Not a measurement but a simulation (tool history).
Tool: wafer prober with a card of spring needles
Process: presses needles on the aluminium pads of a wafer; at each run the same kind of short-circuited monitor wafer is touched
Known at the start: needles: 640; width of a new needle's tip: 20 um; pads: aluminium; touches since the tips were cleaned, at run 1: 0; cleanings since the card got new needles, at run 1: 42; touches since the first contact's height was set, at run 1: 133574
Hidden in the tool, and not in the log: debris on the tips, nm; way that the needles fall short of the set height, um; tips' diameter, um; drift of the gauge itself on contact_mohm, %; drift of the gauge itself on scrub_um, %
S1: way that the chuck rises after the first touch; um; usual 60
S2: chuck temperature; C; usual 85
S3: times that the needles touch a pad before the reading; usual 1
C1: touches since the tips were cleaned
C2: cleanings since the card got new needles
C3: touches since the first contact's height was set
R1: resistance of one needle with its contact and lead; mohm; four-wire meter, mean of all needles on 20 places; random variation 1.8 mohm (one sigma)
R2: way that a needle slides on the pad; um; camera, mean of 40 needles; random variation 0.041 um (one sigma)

run	day	S1	S2	S3	C1	C2	C3	R1	R2
1	0.000	60	85	1	0	42	133574	191	12.36
# day 0.992: tips cleaned on abrasive film
2	1.158	60	85	1	1270	43	142349	190	12.28
# day 1.908: tips cleaned on abrasive film
3	2.208	60	85	1	2284	44	150290	190	12.35
# day 2.904: tips cleaned on abrasive film
4	3.438	60	85	1	4058	45	159600	193	12.32
# day 3.862: tips cleaned on abrasive film
5	4.479	60	85	1	4690	46	167494	190	12.29
# day 4.846: tips cleaned on abrasive film
# day 5.850: tips cleaned on abrasive film
6	6.304	60	85	1	3450	48	181289	187	12.37
# day 6.746: tips cleaned on abrasive film
# day 7.671: tips cleaned on abrasive film
# day 8.575: tips cleaned on abrasive film
7	8.679	60	85	1	775	51	199250	192	12.37
# day 9.079: height of the first contact set anew
# day 9.542: tips cleaned on abrasive film
# day 10.588: tips cleaned on abrasive film
8	10.600	60	85	1	114	53	11511	192	12.33
# day 11.508: tips cleaned on abrasive film
# day 12.567: tips cleaned on abrasive film
9	12.575	60	85	1	64	55	26468	191	12.46
# day 13.467: tips cleaned on abrasive film
10	13.929	60	85	1	3500	56	36713	192	12.42
# day 14.400: tips cleaned on abrasive film
11	15.158	60	85	1	5754	57	46014	188	12.41
# day 15.346: tips cleaned on abrasive film
# day 16.275: tips cleaned on abrasive film
# day 17.212: tips cleaned on abrasive film
12	17.567	60	85	1	2676	60	64233	191	12.35
# day 18.288: tips cleaned on abrasive film
# day 19.317: tips cleaned on abrasive film
13	19.554	60	85	1	1811	62	79287	190	12.44
# day 20.412: tips cleaned on abrasive film
# day 21.312: tips cleaned on abrasive film
14	21.362	60	85	1	380	64	92970	192	12.40
# day 22.371: tips cleaned on abrasive film
15	23.117	60	85	2	5661	65	106260	192	12.47
# day 23.438: tips cleaned on abrasive film
# day 24.333: tips cleaned on abrasive film
# day 25.271: tips cleaned on abrasive film
16	25.533	60	85	2	1982	68	124522	187	12.46
# day 26.225: tips cleaned on abrasive film
# day 27.279: tips cleaned on abrasive film
17	27.817	60	85	2	4100	70	141833	188	12.50
# day 28.188: tips cleaned on abrasive film
# day 29.154: tips cleaned on abrasive film
18	29.746	60	85	2	4520	72	156438	193	12.46
# day 30.062: tips cleaned on abrasive film
# day 31.046: tips cleaned on abrasive film
19	31.333	63	41	3	2166	74	168423	179	13.08
# day 31.954: tips cleaned on abrasive film
# day 33.000: tips cleaned on abrasive film
20	33.608	63	41	3	4621	76	185663	178	13.13
# day 33.962: tips cleaned on abrasive film
# day 34.925: tips cleaned on abrasive film
21	35.204	63	41	3	2136	78	197725	181	13.15
# day 35.800: height of the first contact set anew
# day 35.988: tips cleaned on abrasive film
22	36.533	60	85	2	4158	79	5538	189	12.55
# day 37.000: tips cleaned on abrasive film
# day 37.912: tips cleaned on abrasive film
23	38.404	59	41	1	3761	81	19712	183	12.27
# day 38.821: tips cleaned on abrasive film
# day 39.746: tips cleaned on abrasive film
# day 40.738: tips cleaned on abrasive film
24	40.783	61	64	1	370	84	37704	189	12.70

Run 25 comes next. What will it give?
# day 41.771: tips cleaned on abrasive film
25	42.379	60	29	1	4629	85	49798	?	?

Run 25 gave R1 180 mohm, R2 12.56 um.
Without the tool's hidden state the same run would have given R1 180 mohm, R2 12.34 um.

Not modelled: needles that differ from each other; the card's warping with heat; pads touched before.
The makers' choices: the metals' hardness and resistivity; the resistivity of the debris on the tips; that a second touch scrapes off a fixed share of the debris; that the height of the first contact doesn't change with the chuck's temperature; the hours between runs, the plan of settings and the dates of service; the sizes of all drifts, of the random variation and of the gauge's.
